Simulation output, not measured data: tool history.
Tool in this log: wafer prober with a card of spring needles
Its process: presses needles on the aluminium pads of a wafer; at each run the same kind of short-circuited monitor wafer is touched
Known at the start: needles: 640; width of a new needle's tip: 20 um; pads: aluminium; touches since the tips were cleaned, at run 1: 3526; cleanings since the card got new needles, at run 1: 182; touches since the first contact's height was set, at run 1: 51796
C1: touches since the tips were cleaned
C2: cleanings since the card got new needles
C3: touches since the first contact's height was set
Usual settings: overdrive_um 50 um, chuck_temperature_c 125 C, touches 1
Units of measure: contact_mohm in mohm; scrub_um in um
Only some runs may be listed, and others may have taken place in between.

{"run": 1, "hour": 0.0, "overdrive_um": 50, "chuck_temperature_c": 125, "touches": 1, "C1": 3526, "C2": 182, "C3": 51796, "contact_mohm": 584, "scrub_um": 9.4}
{"hour": 2.5, "done": "tips cleaned on abrasive film"}
{"hour": 14.8, "done": "tips cleaned on abrasive film"}
{"hour": 27.0, "done": "tips cleaned on abrasive film"}
{"hour": 39.2, "done": "tips cleaned on abrasive film"}
{"hour": 51.4, "done": "tips cleaned on abrasive film"}
{"run": 2, "hour": 57.0, "overdrive_um": 50, "chuck_temperature_c": 81, "touches": 1, "C1": 2531, "C2": 187, "C3": 77363, "contact_mohm": 603, "scrub_um": 9.21}
{"hour": 62.0, "done": "tips cleaned on abrasive film"}
{"hour": 74.2, "done": "tips cleaned on abrasive film"}
{"hour": 86.5, "done": "tips cleaned on abrasive film"}
{"hour": 98.7, "done": "tips cleaned on abrasive film"}
{"hour": 110.9, "done": "tips cleaned on abrasive film"}
{"hour": 123.1, "done": "tips cleaned on abrasive film"}
{"hour": 135.4, "done": "tips cleaned on abrasive film"}
{"run": 3, "hour": 137.1, "overdrive_um": 50, "chuck_temperature_c": 125, "touches": 1, "C1": 778, "C2": 194, "C3": 113246, "contact_mohm": 464, "scrub_um": 9.11}
{"hour": 146.9, "done": "tips cleaned on abrasive film"}
{"hour": 159.1, "done": "tips cleaned on abrasive film"}
{"hour": 171.4, "done": "tips cleaned on abrasive film"}
{"hour": 183.6, "done": "tips cleaned on abrasive film"}
{"hour": 195.8, "done": "tips cleaned on abrasive film"}
{"run": 4, "hour": 202.4, "overdrive_um": 50, "chuck_temperature_c": 125, "touches": 1, "C1": 2958, "C2": 199, "C3": 142534, "contact_mohm": 670, "scrub_um": 9.05}
{"hour": 207.3, "done": "tips cleaned on abrasive film"}
{"hour": 219.5, "done": "tips cleaned on abrasive film"}
{"hour": 224.7, "done": "height of the first contact set anew"}
{"hour": 229.7, "done": "tips cleaned on abrasive film"}
{"run": 5, "hour": 237.9, "overdrive_um": 50, "chuck_temperature_c": 125, "touches": 1, "C1": 3715, "C2": 202, "C3": 5909, "contact_mohm": 651, "scrub_um": 9.47}
{"hour": 240.4, "done": "tips cleaned on abrasive film"}
{"hour": 252.6, "done": "tips cleaned on abrasive film"}
{"hour": 264.9, "done": "tips cleaned on abrasive film"}
{"hour": 277.1, "done": "tips cleaned on abrasive film"}
{"hour": 289.3, "done": "tips cleaned on abrasive film"}
{"hour": 301.3, "done": "tips cleaned on abrasive film"}
{"run": 6, "hour": 301.3, "overdrive_um": 50, "chuck_temperature_c": 125, "touches": 1, "C1": 0, "C2": 208, "C3": 34300, "contact_mohm": 366, "scrub_um": 9.43}
{"hour": 313.5, "done": "tips cleaned on abrasive film"}
{"hour": 325.7, "done": "tips cleaned on abrasive film"}
{"hour": 328.2, "done": "tips cleaned on abrasive film, once more"}
{"hour": 338.0, "done": "tips cleaned on abrasive film"}
{"hour": 350.3, "done": "tips cleaned on abrasive film"}
{"hour": 362.5, "done": "tips cleaned on abrasive film"}
{"hour": 374.7, "done": "tips cleaned on abrasive film"}
{"run": 7, "hour": 374.9, "overdrive_um": 50, "chuck_temperature_c": 81, "touches": 1, "C1": 84, "C2": 215, "C3": 67295, "contact_mohm": 363, "scrub_um": 9.29}
{"hour": 384.7, "done": "tips cleaned on abrasive film"}
{"hour": 396.9, "done": "tips cleaned on abrasive film"}
{"hour": 409.2, "done": "tips cleaned on abrasive film"}
{"hour": 421.4, "done": "tips cleaned on abrasive film"}
{"hour": 433.6, "done": "tips cleaned on abrasive film"}
{"hour": 445.9, "done": "tips cleaned on abrasive film"}
{"hour": 458.1, "done": "tips cleaned on abrasive film"}
{"run": 8, "hour": 460.1, "overdrive_um": 50, "chuck_temperature_c": 81, "touches": 1, "C1": 891, "C2": 222, "C3": 105480, "contact_mohm": 508, "scrub_um": 9.23}
{"hour": 469.9, "done": "tips cleaned on abrasive film"}
{"hour": 482.1, "done": "tips cleaned on abrasive film"}
{"hour": 494.3, "done": "tips cleaned on abrasive film"}
{"run": 9, "hour": 503.8, "overdrive_um": 34, "chuck_temperature_c": 81, "touches": 1, "C1": 4273, "C2": 225, "C3": 125111, "contact_mohm": 1250, "scrub_um": 6.16}
{"hour": 506.3, "done": "tips cleaned on abrasive film"}
{"hour": 516.1, "done": "tips cleaned on abrasive film"}
{"hour": 528.3, "done": "tips cleaned on abrasive film"}
{"hour": 538.1, "done": "tips cleaned on abrasive film"}
{"run": 10, "hour": 543.7, "overdrive_um": 34, "chuck_temperature_c": 81, "touches": 1, "C1": 2502, "C2": 229, "C3": 142972, "contact_mohm": 1119, "scrub_um": 6.03}
{"hour": 548.6, "done": "tips cleaned on abrasive film"}
{"hour": 560.9, "done": "tips cleaned on abrasive film"}
{"hour": 566.0, "done": "height of the first contact set anew"}
{"hour": 573.4, "done": "tips cleaned on abrasive film"}
{"hour": 583.2, "done": "tips cleaned on abrasive film"}
{"hour": 595.4, "done": "tips cleaned on abrasive film"}
{"hour": 607.7, "done": "tips cleaned on abrasive film"}
{"run": 11, "hour": 609.5, "overdrive_um": 34, "chuck_temperature_c": 81, "touches": 1, "C1": 832, "C2": 235, "C3": 19481, "contact_mohm": 614, "scrub_um": 6.44}
{"hour": 619.3, "done": "tips cleaned on abrasive film"}
{"hour": 631.5, "done": "tips cleaned on abrasive film"}
{"hour": 643.8, "done": "tips cleaned on abrasive film"}
{"hour": 656.0, "done": "tips cleaned on abrasive film"}
{"hour": 668.2, "done": "tips cleaned on abrasive film"}
{"run": 12, "hour": 669.8, "overdrive_um": 64, "chuck_temperature_c": 125, "touches": 1, "C1": 699, "C2": 240, "C3": 46509, "contact_mohm": 373, "scrub_um": 12.13}
{"hour": 679.6, "done": "tips cleaned on abrasive film"}
{"hour": 691.8, "done": "tips cleaned on abrasive film"}
{"hour": 704.0, "done": "tips cleaned on abrasive film"}
{"hour": 716.3, "done": "tips cleaned on abrasive film"}
{"hour": 726.1, "done": "tips cleaned on abrasive film"}
{"run": 13, "hour": 734.3, "overdrive_um": 41, "chuck_temperature_c": 80, "touches": 2, "C1": 3723, "C2": 245, "C3": 75465, "contact_mohm": 670, "scrub_um": 7.62}
{"hour": 736.8, "done": "tips cleaned on abrasive film"}
{"hour": 746.6, "done": "tips cleaned on abrasive film"}
{"hour": 758.9, "done": "tips cleaned on abrasive film"}
{"hour": 771.1, "done": "tips cleaned on abrasive film"}
{"hour": 780.9, "done": "tips cleaned on abrasive film"}
{"hour": 793.1, "done": "tips cleaned on abrasive film"}
{"run": 14, "hour": 800.3, "overdrive_um": 50, "chuck_temperature_c": 125, "touches": 2, "C1": 3244, "C2": 251, "C3": 105036, "contact_mohm": 553, "scrub_um": 9.14}
{"hour": 805.3, "done": "tips cleaned on abrasive film"}
{"hour": 817.5, "done": "tips cleaned on abrasive film"}
{"hour": 829.7, "done": "tips cleaned on abrasive film"}
{"hour": 841.9, "done": "tips cleaned on abrasive film"}
{"hour": 854.2, "done": "tips cleaned on abrasive film"}
{"hour": 864.8, "done": "tips cleaned on abrasive film"}
{"run": 15, "hour": 864.8, "overdrive_um": 50, "chuck_temperature_c": 97, "touches": 2, "C1": 0, "C2": 257, "C3": 133911, "contact_mohm": 347, "scrub_um": 9.17}
{"hour": 877.0, "done": "tips cleaned on abrasive film"}
{"hour": 889.2, "done": "tips cleaned on abrasive film"}
{"hour": 901.5, "done": "tips cleaned on abrasive film"}
{"hour": 906.6, "done": "height of the first contact set anew"}
{"hour": 914.0, "done": "tips cleaned on abrasive film"}
{"run": 16, "hour": 923.3, "overdrive_um": 50, "chuck_temperature_c": 97, "touches": 2, "C1": 4234, "C2": 261, "C3": 7524, "contact_mohm": 547, "scrub_um": 9.51}
{"hour": 925.9, "done": "tips cleaned on abrasive film"}
{"hour": 938.1, "done": "tips cleaned on abrasive film"}
{"hour": 950.3, "done": "tips cleaned on abrasive film"}
{"hour": 962.6, "done": "tips cleaned on abrasive film"}
{"hour": 974.8, "done": "tips cleaned on abrasive film"}
{"hour": 987.0, "done": "tips cleaned on abrasive film"}
{"hour": 997.7, "done": "tips cleaned on abrasive film"}
{"run": 17, "hour": 997.7, "overdrive_um": 50, "chuck_temperature_c": 97, "touches": 2, "C1": 0, "C2": 268, "C3": 40820, "contact_mohm": 338, "scrub_um": 9.41}
{"hour": 1009.9, "done": "tips cleaned on abrasive film"}
{"hour": 1022.1, "done": "tips cleaned on abrasive film"}
{"hour": 1031.9, "done": "tips cleaned on abrasive film"}
{"hour": 1044.2, "done": "tips cleaned on abrasive film"}
{"hour": 1054.0, "done": "tips cleaned on abrasive film"}
{"hour": 1066.2, "done": "tips cleaned on abrasive film"}
{"run": 18, "hour": 1069.2, "overdrive_um": 50, "chuck_temperature_c": 97, "touches": 2, "C1": 1374, "C2": 274, "C3": 72910, "contact_mohm": 461, "scrub_um": 9.26}
{"hour": 1076.6, "done": "tips cleaned on abrasive film"}
{"hour": 1088.9, "done": "tips cleaned on abrasive film"}
{"hour": 1101.1, "done": "tips cleaned on abrasive film"}
{"hour": 1113.3, "done": "tips cleaned on abrasive film"}
{"hour": 1125.5, "done": "tips cleaned on abrasive film"}
{"hour": 1137.8, "done": "tips cleaned on abrasive film"}
{"run": 19, "hour": 1143.4, "overdrive_um": 57, "chuck_temperature_c": 51, "touches": 2, "C1": 2534, "C2": 280, "C3": 106163, "contact_mohm": 464, "scrub_um": 10.45}
{"hour": 1148.3, "done": "tips cleaned on abrasive film"}
{"hour": 1160.6, "done": "tips cleaned on abrasive film"}
{"hour": 1172.8, "done": "tips cleaned on abrasive film"}
{"hour": 1185.0, "done": "tips cleaned on abrasive film"}
{"run": 20, "hour": 1186.1, "overdrive_um": 50, "chuck_temperature_c": 125, "touches": 1, "C1": 487, "C2": 284, "C3": 125300, "contact_mohm": 451, "scrub_um": 9.17}
{"hour": 1195.9, "done": "tips cleaned on abrasive film"}
{"hour": 1208.1, "done": "tips cleaned on abrasive film"}
{"hour": 1220.4, "done": "tips cleaned on abrasive film"}
{"hour": 1232.6, "done": "tips cleaned on abrasive film"}
{"hour": 1244.8, "done": "tips cleaned on abrasive film"}
{"run": 21, "hour": 1245.4, "overdrive_um": 50, "chuck_temperature_c": 125, "touches": 1, "C1": 269, "C2": 289, "C3": 151898, "contact_mohm": 414, "scrub_um": 9.12}
{"hour": 1248.2, "done": "height of the first contact set anew"}
{"hour": 1255.5, "done": "tips cleaned on abrasive film"}
{"hour": 1267.8, "done": "tips cleaned on abrasive film"}
{"hour": 1280.0, "done": "tips cleaned on abrasive film"}
{"run": 22, "hour": 1289.1, "overdrive_um": 56, "chuck_temperature_c": 57, "touches": 1, "C1": 4130, "C2": 292, "C3": 18392, "contact_mohm": 664, "scrub_um": 10.61}
{"hour": 1291.7, "done": "tips cleaned on abrasive film"}
{"hour": 1303.9, "done": "tips cleaned on abrasive film"}
{"hour": 1316.1, "done": "tips cleaned on abrasive film"}
{"hour": 1325.9, "done": "tips cleaned on abrasive film"}
{"hour": 1338.2, "done": "tips cleaned on abrasive film"}
{"hour": 1348.0, "done": "tips cleaned on abrasive film"}
{"run": 23, "hour": 1349.8, "overdrive_um": 32, "chuck_temperature_c": 38, "touches": 3, "C1": 831, "C2": 298, "C3": 45553, "contact_mohm": 509, "scrub_um": 5.98}

3 ways to go on from here, each from the tool as it stands after run 23. What would each give?
{"hour": 1359.6, "done": "tips cleaned on abrasive film"}
{"hour": 1369.4, "done": "tips cleaned on abrasive film"}
{"hour": 1381.6, "done": "tips cleaned on abrasive film"}
{"hour": 1393.9, "done": "tips cleaned on abrasive film"}
{"hour": 1403.7, "done": "tips cleaned on abrasive film"}
{"hour": 1415.9, "done": "tips cleaned on abrasive film"}
{"run": "A", "hour": 1421.1, "overdrive_um": 63, "chuck_temperature_c": 125, "touches": 1, "C1": 2372, "C2": 304, "C3": 77545, "contact_mohm": "?", "scrub_um": "?"}
{"hour": 1359.6, "done": "tips cleaned on abrasive film"}
{"hour": 1369.4, "done": "tips cleaned on abrasive film"}
{"hour": 1381.6, "done": "tips cleaned on abrasive film"}
{"hour": 1393.9, "done": "tips cleaned on abrasive film"}
{"hour": 1403.7, "done": "tips cleaned on abrasive film"}
{"hour": 1415.9, "done": "tips cleaned on abrasive film"}
{"run": "B", "hour": 1421.1, "overdrive_um": 50, "chuck_temperature_c": 87, "touches": 1, "C1": 2372, "C2": 304, "C3": 77545, "contact_mohm": "?", "scrub_um": "?"}
{"hour": 1359.6, "done": "tips cleaned on abrasive film"}
{"hour": 1369.4, "done": "tips cleaned on abrasive film"}
{"hour": 1381.6, "done": "tips cleaned on abrasive film"}
{"hour": 1393.9, "done": "tips cleaned on abrasive film"}
{"hour": 1403.7, "done": "tips cleaned on abrasive film"}
{"hour": 1415.9, "done": "tips cleaned on abrasive film"}
{"run": "C", "hour": 1421.1, "overdrive_um": 39, "chuck_temperature_c": 38, "touches": 3, "C1": 2372, "C2": 304, "C3": 77545, "contact_mohm": "?", "scrub_um": "?"}

run=A contact_mohm=530 scrub_um=11.73
run=B contact_mohm=667 scrub_um=9.35
run=C contact_mohm=547 scrub_um=7.18
Without the tool's hidden state the same runs would have given:
run=A contact_mohm=299 scrub_um=11.96
run=B contact_mohm=292 scrub_um=9.58
run=C contact_mohm=292 scrub_um=7.41
